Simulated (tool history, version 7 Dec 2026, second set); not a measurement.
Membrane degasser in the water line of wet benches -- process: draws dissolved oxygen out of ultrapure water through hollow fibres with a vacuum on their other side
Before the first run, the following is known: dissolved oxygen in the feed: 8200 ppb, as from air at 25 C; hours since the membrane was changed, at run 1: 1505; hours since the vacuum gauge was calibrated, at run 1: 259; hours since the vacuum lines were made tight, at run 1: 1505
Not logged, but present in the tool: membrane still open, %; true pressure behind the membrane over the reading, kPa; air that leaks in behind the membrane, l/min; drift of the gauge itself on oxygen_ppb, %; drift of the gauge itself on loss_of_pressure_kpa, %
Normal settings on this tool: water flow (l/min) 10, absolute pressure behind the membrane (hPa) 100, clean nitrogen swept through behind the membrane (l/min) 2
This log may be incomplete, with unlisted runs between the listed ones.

run,hour,water flow (l/min),absolute pressure behind the membrane (hPa),clean nitrogen swept through behind the membrane (l/min),hours since the membrane was changed,hours since the vacuum gauge was calibrated,hours since the vacuum lines were made tight,dissolved oxygen in the water behind the degasser (ppb),pressure that the water loses in the fibres (hPa)
1,0,10,100,2,1505,259,1505,128.2,511.3
2,49.1,10,100,2,1554,308,1554,131.1,513.7
3,79.4,10,100,5.55,1584,338,1584,79.2,515.1
4,100.2,10,100,5.55,1605,359,1605,77.1,512
5,135,10,100,5.55,1640,394,1640,79.9,511.8
6,161.3,10,100,5.55,1666,420,1666,80,511.5
7,194.9,10,100,5.55,1700,454,1700,78.9,511.3
8,220.9,10,100,1.6,1726,480,1726,150,516.5
9,270.3,10,100,1.6,1775,529,1775,154.7,515.4
10,320.4,10,216,1.6,1825,579,1825,322.3,511.2
11,357.7,8,100,2,1862,616,1862,94,411.1
12,396.6,10,100,5.46,1901,655,1901,79.7,513
13,422.7,10,100,5.46,1927,681,1927,82.1,514.5
14,466.7,10,100,5.46,1971,725,1971,80.3,512.8
15,510.3,10,100,5.46,2015,769,2015,81.7,516.4
16,543.3,10,100,2,2048,802,2048,133.5,517.1
17,565.1,10,100,1.24,2070,824,2070,172.8,517.5
18,594.2,13,100,1.42,2099,853,2099,247,673.5
19,625,13,100,1.42,2130,884,2130,252.6,667.5
20,671.5,14,84,2.1,2176,930,2176,205.3,723.7
21,721.3,10,100,5.89,2226,980,2226,78.2,519.6
22,769,10,100,5.89,2274,1028,2274,80.3,516.6
23,810.1,12,94,0.91,2315,1069,2315,271.2,618.5
24,849.6,12,94,0.91,2354,1108,2354,268.8,624.4
25,887.1,10,131,1.24,2392,1146,2392,241.7,519.1
26,915.7,8,73,2,2420,1174,2420,66.7,415.3
27,940.2,8,73,2,2445,1199,2445,66.7,416.2
28,985.5,8,73,2,2490,1244,2490,67.3,412.2
29,1009.9,10,182,1.7,2515,1269,2515,265.5,518.3
30,1036.4,10,182,1.7,2541,1295,2541,262.5,518.9
31,1078.4,13,62,1.7,2583,1337,2583,159.2,671.5
32,1120.2,11,67,1.79,2625,1379,2625,120.8,571.1

Results per run with the tool's hidden condition removed, run-to-run variation unchanged:
run,dissolved oxygen in the water behind the degasser (ppb),pressure that the water loses in the fibres (hPa)
1,122.6,501.2
2,125.1,503.2
3,73.7,504.2
4,71.6,501.1
5,74.1,500.6
6,74.1,500.1
7,72.9,499.6
8,142.9,504.6
9,147.1,503.2
10,312.3,498.7
11,88.9,400.8
12,72.9,500
13,75,501.2
14,73.1,499.3
15,74.3,502.4
16,124.8,502.9
17,163.6,503
18,232.2,654.5
19,237.2,648.3
20,188.8,702.5
21,70.1,504.1
22,71.9,500.7
23,255.4,599.2
24,252.8,604.6
25,229,502.4
26,60.3,401.7
27,60.2,402.5
28,60.6,398.2
29,251.8,500.7
30,248.9,501
31,141.3,647.8
32,107.3,550.7
